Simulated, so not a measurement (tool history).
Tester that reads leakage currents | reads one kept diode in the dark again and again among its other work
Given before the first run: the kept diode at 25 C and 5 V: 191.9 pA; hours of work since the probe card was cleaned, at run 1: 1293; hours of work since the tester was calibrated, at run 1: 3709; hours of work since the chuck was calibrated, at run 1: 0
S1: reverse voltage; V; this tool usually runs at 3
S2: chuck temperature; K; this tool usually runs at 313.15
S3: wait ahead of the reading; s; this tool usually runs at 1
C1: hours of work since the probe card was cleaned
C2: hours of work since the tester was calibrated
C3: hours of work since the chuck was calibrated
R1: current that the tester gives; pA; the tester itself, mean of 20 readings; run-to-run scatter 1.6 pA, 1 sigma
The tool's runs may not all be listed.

Run 1, hour 0: usual settings; C1 1293; C2 3709; C3 0. Result: R1 548.66 pA.
Run 2, hour 149.6: usual settings; C1 1382; C2 3798; C3 89. Result: R1 539.31 pA.
Run 3, hour 289.7: usual settings but S1 4.37 V; C1 1466; C2 3882; C3 173. Result: R1 623.05 pA.
Run 4, hour 359.3: usual settings but S1 4.37 V; C1 1507; C2 3923; C3 214. Result: R1 620.37 pA.
Run 5, hour 426.9: usual settings but S1 4.37 V; C1 1547; C2 3964; C3 254. Result: R1 615.13 pA.
Run 6, hour 545.2: usual settings but S1 4.37 V; C1 1618; C2 4034; C3 325. Result: R1 607.2 pA.
Run 7, hour 627.6: usual settings but S1 10.43 V, S2 321.15 K, S3 0.42 s; C1 1667; C2 4083; C3 374. Result: R1 1645.74 pA.
Run 8, hour 711: usual settings but S1 6.65 V, S2 299.15 K, S3 0.42 s; C1 1717; C2 4133; C3 424. Result: R1 224.61 pA.
Run 9, hour 863.8: usual settings but S1 17.28 V, S2 302.15 K; C1 1808; C2 4224; C3 515. Result: R1 437.78 pA.
Run 10, hour 1002: usual settings but S2 317.15 K, S3 1.86 s; C1 1890; C2 4306; C3 597. Result: R1 673.87 pA.
At hour 1105.3: chuck's temperature calibrated.
Run 11, hour 1121.4: usual settings but S3 2.73 s; C1 1960; C2 4376; C3 10. Result: R1 544.55 pA.
At hour 1145.6: probe card cleaned and baked.
Run 12, hour 1258.3: usual settings but S1 3.76 V, S2 331.15 K, S3 2.73 s; C1 67; C2 4456; C3 89. Result: R1 2308.42 pA.

Predict each of these 3 candidate next runs independently; none follows another, all start after run 12:
Run A, hour 1385.2: usual settings but S1 9.75 V, S2 328.15 K, S3 6.78 s; C1 143; C2 4532; C3 165. Result: R1 ?.
Run B, hour 1385.2: usual settings but S1 3.76 V, S2 307.15 K, S3 7.68 s; C1 143; C2 4532; C3 165. Result: R1 ?.
Run C, hour 1385.2: usual settings but S1 13.03 V; C1 143; C2 4532; C3 165. Result: R1 ?.

run       R1
  A  2777.37
  B   354.61
  C    991.3
Stripped of hidden state, with their random variation kept, the same runs would have yielded:
run       R1
  A  2887.79
  B    369.8
  C  1032.32
